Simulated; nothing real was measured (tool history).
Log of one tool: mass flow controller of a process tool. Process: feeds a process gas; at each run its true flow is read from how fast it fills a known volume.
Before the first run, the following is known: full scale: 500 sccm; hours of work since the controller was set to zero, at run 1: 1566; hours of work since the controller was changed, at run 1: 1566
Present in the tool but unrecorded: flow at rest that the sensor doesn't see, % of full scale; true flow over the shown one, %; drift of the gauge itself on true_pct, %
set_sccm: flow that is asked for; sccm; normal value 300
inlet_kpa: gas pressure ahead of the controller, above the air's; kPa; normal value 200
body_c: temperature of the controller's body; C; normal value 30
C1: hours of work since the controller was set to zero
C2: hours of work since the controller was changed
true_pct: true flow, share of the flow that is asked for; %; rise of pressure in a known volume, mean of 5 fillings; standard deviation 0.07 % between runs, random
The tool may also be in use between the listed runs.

run 1 day=0.000 | set_sccm=300 inlet_kpa=200 body_c=30 | C1=1566 C2=1566 | true_pct=98.77
run 2 day=3.538 | set_sccm=300 inlet_kpa=200 body_c=30 | C1=1601 C2=1601 | true_pct=98.73
run 3 day=6.567 | set_sccm=300 inlet_kpa=200 body_c=30 | C1=1631 C2=1631 | true_pct=98.70
run 4 day=8.500 | set_sccm=312 inlet_kpa=200 body_c=30 | C1=1650 C2=1650 | true_pct=98.83
run 5 day=10.879 | set_sccm=312 inlet_kpa=200 body_c=30 | C1=1673 C2=1673 | true_pct=98.86
run 6 day=12.583 | set_sccm=312 inlet_kpa=200 body_c=30 | C1=1690 C2=1690 | true_pct=98.74
run 7 day=16.308 | set_sccm=268 inlet_kpa=200 body_c=30 | C1=1727 C2=1727 | true_pct=98.56
run 8 day=20.271 | set_sccm=268 inlet_kpa=200 body_c=30 | C1=1766 C2=1766 | true_pct=98.56
run 9 day=23.250 | set_sccm=268 inlet_kpa=200 body_c=30 | C1=1796 C2=1796 | true_pct=98.65
run 10 day=24.975 | set_sccm=268 inlet_kpa=200 body_c=30 | C1=1813 C2=1813 | true_pct=98.47
run 11 day=26.700 | set_sccm=268 inlet_kpa=200 body_c=30 | C1=1830 C2=1830 | true_pct=98.56
run 12 day=28.350 | set_sccm=268 inlet_kpa=200 body_c=30 | C1=1846 C2=1846 | true_pct=98.62
run 13 day=31.921 | set_sccm=268 inlet_kpa=200 body_c=30 | C1=1881 C2=1881 | true_pct=98.55
run 14 day=34.662 | set_sccm=268 inlet_kpa=200 body_c=30 | C1=1908 C2=1908 | true_pct=98.70
run 15 day=38.625 | set_sccm=300 inlet_kpa=200 body_c=30 | C1=1948 C2=1948 | true_pct=98.69
run 16 day=41.771 | set_sccm=300 inlet_kpa=200 body_c=30 | C1=1979 C2=1979 | true_pct=98.68
run 17 day=44.971 | set_sccm=300 inlet_kpa=200 body_c=30 | C1=2010 C2=2010 | true_pct=98.71
run 18 day=47.458 | set_sccm=234 inlet_kpa=200 body_c=30 | C1=2035 C2=2035 | true_pct=98.30
run 19 day=51.096 | set_sccm=234 inlet_kpa=200 body_c=30 | C1=2071 C2=2071 | true_pct=98.47
run 20 day=53.871 | set_sccm=300 inlet_kpa=268 body_c=30 | C1=2098 C2=2098 | true_pct=98.38
run 21 day=55.662 | set_sccm=300 inlet_kpa=268 body_c=30 | C1=2116 C2=2116 | true_pct=98.23
run 22 day=57.471 | set_sccm=300 inlet_kpa=268 body_c=30 | C1=2134 C2=2134 | true_pct=98.46
run 23 day=60.596 | set_sccm=479 inlet_kpa=200 body_c=30 | C1=2165 C2=2165 | true_pct=99.65
run 24 day=64.000 | set_sccm=479 inlet_kpa=200 body_c=30 | C1=2198 C2=2198 | true_pct=99.72
run 25 day=65.825 | set_sccm=138 inlet_kpa=200 body_c=30 | C1=2216 C2=2216 | true_pct=97.85
run 26 day=67.792 | set_sccm=138 inlet_kpa=200 body_c=30 | C1=2236 C2=2236 | true_pct=97.79
run 27 day=70.267 | set_sccm=300 inlet_kpa=175 body_c=25 | C1=2260 C2=2260 | true_pct=99.07
run 28 day=73.804 | set_sccm=264 inlet_kpa=195 body_c=34 | C1=2295 C2=2295 | true_pct=98.31
run 29 day=76.242 | set_sccm=185 inlet_kpa=239 body_c=30 | C1=2319 C2=2319 | true_pct=97.87
run 30 day=79.758 | set_sccm=90 inlet_kpa=263 body_c=25 | C1=2354 C2=2354 | true_pct=97.37
run 31 day=81.617 | set_sccm=255 inlet_kpa=200 body_c=25 | C1=2372 C2=2372 | true_pct=98.63
run 32 day=84.367 | set_sccm=199 inlet_kpa=253 body_c=25 | C1=2400 C2=2400 | true_pct=98.12
run 33 day=86.538 | set_sccm=326 inlet_kpa=200 body_c=23 | C1=2421 C2=2421 | true_pct=99.15
run 34 day=90.167 | set_sccm=123 inlet_kpa=205 body_c=29 | C1=2457 C2=2457 | true_pct=97.60

Forecast run 35:
run 35 day=92.296 | set_sccm=123 inlet_kpa=205 body_c=29 | C1=2478 C2=2478 | true_pct=?

Logged for run 35: true_pct 97.63 %.
Take away the tool's hidden state, keep the run-to-run variation as it was, and the same run would have given true_pct 97.63 %.

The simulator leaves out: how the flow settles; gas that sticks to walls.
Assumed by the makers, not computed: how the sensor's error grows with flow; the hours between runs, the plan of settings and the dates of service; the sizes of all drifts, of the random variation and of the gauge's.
